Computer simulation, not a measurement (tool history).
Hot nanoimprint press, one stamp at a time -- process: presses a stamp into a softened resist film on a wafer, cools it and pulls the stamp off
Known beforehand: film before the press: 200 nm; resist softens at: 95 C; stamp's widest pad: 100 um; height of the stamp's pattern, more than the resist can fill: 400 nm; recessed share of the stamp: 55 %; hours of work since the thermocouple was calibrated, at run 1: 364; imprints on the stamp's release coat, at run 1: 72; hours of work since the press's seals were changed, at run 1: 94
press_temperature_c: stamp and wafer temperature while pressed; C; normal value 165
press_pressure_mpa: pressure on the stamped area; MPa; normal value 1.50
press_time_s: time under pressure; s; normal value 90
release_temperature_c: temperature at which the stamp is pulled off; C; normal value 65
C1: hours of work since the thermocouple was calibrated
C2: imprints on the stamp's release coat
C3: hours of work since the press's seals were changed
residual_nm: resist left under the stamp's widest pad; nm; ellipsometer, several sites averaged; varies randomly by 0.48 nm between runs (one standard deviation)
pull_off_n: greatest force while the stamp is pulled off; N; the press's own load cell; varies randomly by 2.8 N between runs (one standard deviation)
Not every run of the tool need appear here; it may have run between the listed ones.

Run 1, hour 0.0: usual settings; C1 364; C2 72; C3 94. Result: residual_nm 74.6 nm, pull_off_n 139 N.
Run 2, hour 20.0: usual settings; C1 374; C2 146; C3 105. Result: residual_nm 74.8 nm, pull_off_n 142 N.
Run 3, hour 52.0: usual settings but press_pressure_mpa 2.02 MPa; C1 391; C2 264; C3 121. Result: residual_nm 63.3 nm, pull_off_n 143 N.
Run 4, hour 71.4: usual settings but press_pressure_mpa 2.02 MPa; C1 401; C2 336; C3 131. Result: residual_nm 63.5 nm, pull_off_n 150 N.
Run 5, hour 100.0: usual settings; C1 416; C2 441; C3 146. Result: residual_nm 74.9 nm, pull_off_n 155 N.
Run 6, hour 123.0: usual settings; C1 427; C2 526; C3 157. Result: residual_nm 74.7 nm, pull_off_n 149 N.
Run 7, hour 154.0: usual settings; C1 443; C2 641; C3 173. Result: residual_nm 74.6 nm, pull_off_n 155 N.
Run 8, hour 167.7: usual settings; C1 450; C2 692; C3 180. Result: residual_nm 74.0 nm, pull_off_n 157 N.
Run 9, hour 197.0: usual settings; C1 465; C2 800; C3 195. Result: residual_nm 74.2 nm, pull_off_n 161 N.
Run 10, hour 224.1: usual settings but press_pressure_mpa 1.81 MPa; C1 479; C2 901; C3 209. Result: residual_nm 68.0 nm, pull_off_n 170 N.
At hour 233.2: stamp cleaned and given a new release coat.
Run 11, hour 261.5: usual settings; C1 495; C2 105; C3 226. Result: residual_nm 73.5 nm, pull_off_n 142 N.
Run 12, hour 283.9: usual settings; C1 507; C2 187; C3 237. Result: residual_nm 73.2 nm, pull_off_n 146 N.
Run 13, hour 304.2: usual settings but press_pressure_mpa 1.73 MPa; C1 517; C2 262; C3 247. Result: residual_nm 68.5 nm, pull_off_n 148 N.
Run 14, hour 332.2: usual settings; C1 532; C2 366; C3 262. Result: residual_nm 73.8 nm, pull_off_n 147 N.
Run 15, hour 352.3: usual settings; C1 542; C2 440; C3 272. Result: residual_nm 73.7 nm, pull_off_n 151 N.
Run 16, hour 382.6: usual settings; C1 558; C2 552; C3 288. Result: residual_nm 73.1 nm, pull_off_n 152 N.
Run 17, hour 398.2: usual settings; C1 566; C2 610; C3 296. Result: residual_nm 72.8 nm, pull_off_n 154 N.
At hour 404.9: plate thermocouple calibrated.
Run 18, hour 426.1: usual settings but press_temperature_c 177 C, press_time_s 69 s; C1 11; C2 702; C3 309. Result: residual_nm 51.9 nm, pull_off_n 154 N.
Run 19, hour 441.8: usual settings but press_temperature_c 167 C, press_time_s 69 s, release_temperature_c 52 C; C1 19; C2 760; C3 317. Result: residual_nm 79.3 nm, pull_off_n 178 N.
Run 20, hour 462.6: usual settings but press_temperature_c 177 C, press_pressure_mpa 1.15 MPa, press_time_s 69 s, release_temperature_c 52 C; C1 30; C2 837; C3 327. Result: residual_nm 60.2 nm, pull_off_n 186 N.
At hour 490.6: stamp cleaned and given a new release coat.
Run 21, hour 492.5: usual settings but press_pressure_mpa 2.17 MPa; C1 42; C2 7; C3 340. Result: residual_nm 65.0 nm, pull_off_n 141 N.
Run 22, hour 522.8: usual settings but release_temperature_c 52 C; C1 57; C2 119; C3 355. Result: residual_nm 77.8 nm, pull_off_n 163 N.
Run 23, hour 540.9: usual settings but release_temperature_c 52 C; C1 67; C2 186; C3 364. Result: residual_nm 79.0 nm, pull_off_n 165 N.
Run 24, hour 561.3: usual settings but press_temperature_c 166 C, press_time_s 99 s; C1 77; C2 261; C3 375. Result: residual_nm 71.5 nm, pull_off_n 151 N.
Run 25, hour 592.1: usual settings but press_temperature_c 166 C, press_pressure_mpa 1.67 MPa, press_time_s 99 s, release_temperature_c 70 C; C1 93; C2 375; C3 391. Result: residual_nm 68.2 nm, pull_off_n 143 N.
Run 26, hour 606.3: usual settings but press_temperature_c 166 C, press_pressure_mpa 1.53 MPa, press_time_s 94 s; C1 100; C2 427; C3 398. Result: residual_nm 73.6 nm, pull_off_n 146 N.
Run 27, hour 632.1: usual settings but press_temperature_c 171 C, press_pressure_mpa 1.41 MPa, press_time_s 171 s; C1 114; C2 523; C3 411. Result: residual_nm 47.8 nm, pull_off_n 153 N.
Run 28, hour 658.6: usual settings but press_temperature_c 171 C, press_pressure_mpa 1.41 MPa, press_time_s 171 s; C1 127; C2 621; C3 425. Result: residual_nm 48.4 nm, pull_off_n 157 N.
Run 29, hour 677.3: usual settings but press_temperature_c 156 C, press_pressure_mpa 1.41 MPa, press_time_s 157 s; C1 137; C2 690; C3 434. Result: residual_nm 99.1 nm, pull_off_n 160 N.
Run 30, hour 704.5: usual settings but press_temperature_c 156 C, press_pressure_mpa 1.41 MPa, press_time_s 157 s; C1 151; C2 791; C3 448. Result: residual_nm 98.3 nm, pull_off_n 157 N.

How would selected steps in residual_nm from run to run divide? Give the signed amount a tool lacking its hidden state would still show from settings, what came in and random variation, and the signed amount left for the hidden state, including any gauge scatter that is not in both of the compared results.
The tool's hidden condition here consists of: true temperature over the reading, C; pressure that arrives at the usual setting, %; grip of the stamp's worn release coat, % over a new coat's; drift of the gauge itself on residual_nm, %; drift of the gauge itself on pull_off_n, %.
Run 17 -> 18: press_temperature_c 165 -> 177, press_time_s 90 -> 69, plate thermocouple calibrated. residual_nm -20.9 nm: hidden state +4.9, all else -25.8.
Run 18 -> 19: press_temperature_c 177 -> 167, release_temperature_c 65 -> 52. residual_nm +27.4 nm: hidden state +0.6, all else +26.8.
Run 19 -> 20: press_temperature_c 167 -> 177, press_pressure_mpa 1.50 -> 1.15. residual_nm -19.1 nm: hidden state -0.7, all else -18.4.
Run 26 -> 27: press_temperature_c 166 -> 171, press_pressure_mpa 1.53 -> 1.41, press_time_s 94 -> 171. residual_nm -25.8 nm: hidden state -0.4, all else -25.4.
Run 28 -> 29: press_temperature_c 171 -> 156, press_time_s 171 -> 157. residual_nm +50.7 nm: hidden state +0.3, all else +50.4.

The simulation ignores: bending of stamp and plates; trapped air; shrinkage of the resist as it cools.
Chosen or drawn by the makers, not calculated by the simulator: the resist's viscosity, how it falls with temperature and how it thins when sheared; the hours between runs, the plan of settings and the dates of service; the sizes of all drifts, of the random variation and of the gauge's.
